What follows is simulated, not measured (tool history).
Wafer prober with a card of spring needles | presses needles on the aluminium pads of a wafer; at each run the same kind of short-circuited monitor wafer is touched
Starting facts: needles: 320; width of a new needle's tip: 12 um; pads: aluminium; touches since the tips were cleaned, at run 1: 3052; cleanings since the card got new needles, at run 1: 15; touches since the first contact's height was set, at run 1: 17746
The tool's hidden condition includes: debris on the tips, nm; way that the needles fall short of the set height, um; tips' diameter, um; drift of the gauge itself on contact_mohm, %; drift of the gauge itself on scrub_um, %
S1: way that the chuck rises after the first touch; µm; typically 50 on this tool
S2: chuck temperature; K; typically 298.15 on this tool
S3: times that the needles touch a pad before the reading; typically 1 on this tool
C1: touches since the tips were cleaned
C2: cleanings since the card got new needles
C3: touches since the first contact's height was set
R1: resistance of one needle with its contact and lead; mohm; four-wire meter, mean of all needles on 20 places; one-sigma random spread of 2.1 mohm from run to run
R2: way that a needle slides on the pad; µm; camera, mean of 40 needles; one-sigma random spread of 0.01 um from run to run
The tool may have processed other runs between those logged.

{"run": 1, "hour": 0.0, "S1": 50, "S2": 298.15, "S3": 1, "C1": 3052, "C2": 15, "C3": 17746, "R1": 233, "R2": 9.77}
{"run": 2, "hour": 9.1, "S1": 50, "S2": 298.15, "S3": 1, "C1": 4869, "C2": 15, "C3": 19563, "R1": 237, "R2": 9.77}
{"hour": 12.0, "done": "tips cleaned on abrasive film"}
{"run": 3, "hour": 23.6, "S1": 50, "S2": 348.15, "S3": 1, "C1": 2343, "C2": 16, "C3": 22468, "R1": 248, "R2": 9.76}
{"run": 4, "hour": 32.7, "S1": 50, "S2": 298.15, "S3": 1, "C1": 4147, "C2": 16, "C3": 24272, "R1": 232, "R2": 9.79}
{"hour": 40.5, "done": "tips cleaned on abrasive film"}
{"run": 5, "hour": 43.1, "S1": 50, "S2": 298.15, "S3": 1, "C1": 511, "C2": 17, "C3": 26346, "R1": 233, "R2": 9.76}
{"run": 6, "hour": 53.2, "S1": 50, "S2": 298.15, "S3": 1, "C1": 2529, "C2": 17, "C3": 28364, "R1": 236, "R2": 9.78}
{"hour": 68.3, "done": "tips cleaned on abrasive film"}
{"run": 7, "hour": 72.4, "S1": 50, "S2": 298.15, "S3": 1, "C1": 806, "C2": 18, "C3": 32195, "R1": 235, "R2": 9.78}
{"run": 8, "hour": 82.4, "S1": 50, "S2": 298.15, "S3": 1, "C1": 2826, "C2": 18, "C3": 34215, "R1": 234, "R2": 9.78}
{"hour": 96.1, "done": "tips cleaned on abrasive film"}
{"run": 9, "hour": 96.6, "S1": 50, "S2": 298.15, "S3": 1, "C1": 100, "C2": 19, "C3": 37030, "R1": 234, "R2": 9.79}
{"run": 10, "hour": 105.5, "S1": 50, "S2": 298.15, "S3": 1, "C1": 1883, "C2": 19, "C3": 38813, "R1": 235, "R2": 9.78}
{"run": 11, "hour": 119.5, "S1": 43, "S2": 298.15, "S3": 1, "C1": 4699, "C2": 19, "C3": 41629, "R1": 236, "R2": 8.42}
{"hour": 124.2, "done": "tips cleaned on abrasive film"}
{"run": 12, "hour": 128.9, "S1": 43, "S2": 298.15, "S3": 1, "C1": 931, "C2": 20, "C3": 43489, "R1": 233, "R2": 8.42}
{"run": 13, "hour": 141.2, "S1": 43, "S2": 338.15, "S3": 2, "C1": 3395, "C2": 20, "C3": 45953, "R1": 248, "R2": 8.4}
{"hour": 151.1, "done": "tips cleaned on abrasive film"}
{"run": 14, "hour": 158.2, "S1": 43, "S2": 338.15, "S3": 2, "C1": 1420, "C2": 21, "C3": 49342, "R1": 246, "R2": 8.42}
{"run": 15, "hour": 175.4, "S1": 43, "S2": 338.15, "S3": 2, "C1": 4867, "C2": 21, "C3": 52789, "R1": 247, "R2": 8.43}
{"hour": 178.1, "done": "tips cleaned on abrasive film"}
{"run": 16, "hour": 183.9, "S1": 52, "S2": 298.15, "S3": 1, "C1": 1173, "C2": 22, "C3": 54483, "R1": 233, "R2": 10.17}
{"run": 17, "hour": 198.3, "S1": 52, "S2": 298.15, "S3": 1, "C1": 4058, "C2": 22, "C3": 57368, "R1": 233, "R2": 10.17}
{"hour": 204.8, "done": "tips cleaned on abrasive film"}
{"run": 18, "hour": 215.6, "S1": 52, "S2": 298.15, "S3": 1, "C1": 2166, "C2": 23, "C3": 60821, "R1": 235, "R2": 10.16}
{"run": 19, "hour": 228.6, "S1": 50, "S2": 298.15, "S3": 1, "C1": 4770, "C2": 23, "C3": 63425, "R1": 236, "R2": 9.78}
{"hour": 233.1, "done": "tips cleaned on abrasive film"}
{"run": 20, "hour": 248.6, "S1": 36, "S2": 332.15, "S3": 3, "C1": 3101, "C2": 24, "C3": 67409, "R1": 248, "R2": 7.04}
{"hour": 261.0, "done": "tips cleaned on abrasive film"}
{"run": 21, "hour": 264.7, "S1": 36, "S2": 332.15, "S3": 3, "C1": 726, "C2": 25, "C3": 70611, "R1": 251, "R2": 7.04}
{"run": 22, "hour": 285.2, "S1": 36, "S2": 332.15, "S3": 3, "C1": 4837, "C2": 25, "C3": 74722, "R1": 247, "R2": 7.04}
{"hour": 288.3, "done": "tips cleaned on abrasive film"}
{"hour": 296.5, "done": "height of the first contact set anew"}
{"run": 23, "hour": 296.9, "S1": 60, "S2": 323.15, "S3": 2, "C1": 1667, "C2": 26, "C3": 70, "R1": 239, "R2": 11.74}

Alternative continuations, all from the tool just after run 23; predict every row:
{"run": "A", "hour": 311.0, "S1": 60, "S2": 343.15, "S3": 2, "C1": 4499, "C2": 26, "C3": 2902, "R1": "?", "R2": "?"}
{"run": "B", "hour": 311.0, "S1": 50, "S2": 340.15, "S3": 1, "C1": 4499, "C2": 26, "C3": 2902, "R1": "?", "R2": "?"}
{"run": "C", "hour": 311.0, "S1": 46, "S2": 298.15, "S3": 2, "C1": 4499, "C2": 26, "C3": 2902, "R1": "?", "R2": "?"}
{"run": "D", "hour": 311.0, "S1": 34, "S2": 328.15, "S3": 2, "C1": 4499, "C2": 26, "C3": 2902, "R1": "?", "R2": "?"}
{"run": "E", "hour": 311.0, "S1": 50, "S2": 383.15, "S3": 1, "C1": 4499, "C2": 26, "C3": 2902, "R1": "?", "R2": "?"}

run=A R1=246 R2=11.73
run=B R1=245 R2=9.79
run=C R1=233 R2=8.99
run=D R1=245 R2=6.66
run=E R1=252 R2=9.77
With the hidden condition removed and each run's random variation left untouched, the same runs would have given:
run=A R1=246 R2=11.73
run=B R1=245 R2=9.79
run=C R1=233 R2=8.99
run=D R1=245 R2=6.66
run=E R1=251 R2=9.77

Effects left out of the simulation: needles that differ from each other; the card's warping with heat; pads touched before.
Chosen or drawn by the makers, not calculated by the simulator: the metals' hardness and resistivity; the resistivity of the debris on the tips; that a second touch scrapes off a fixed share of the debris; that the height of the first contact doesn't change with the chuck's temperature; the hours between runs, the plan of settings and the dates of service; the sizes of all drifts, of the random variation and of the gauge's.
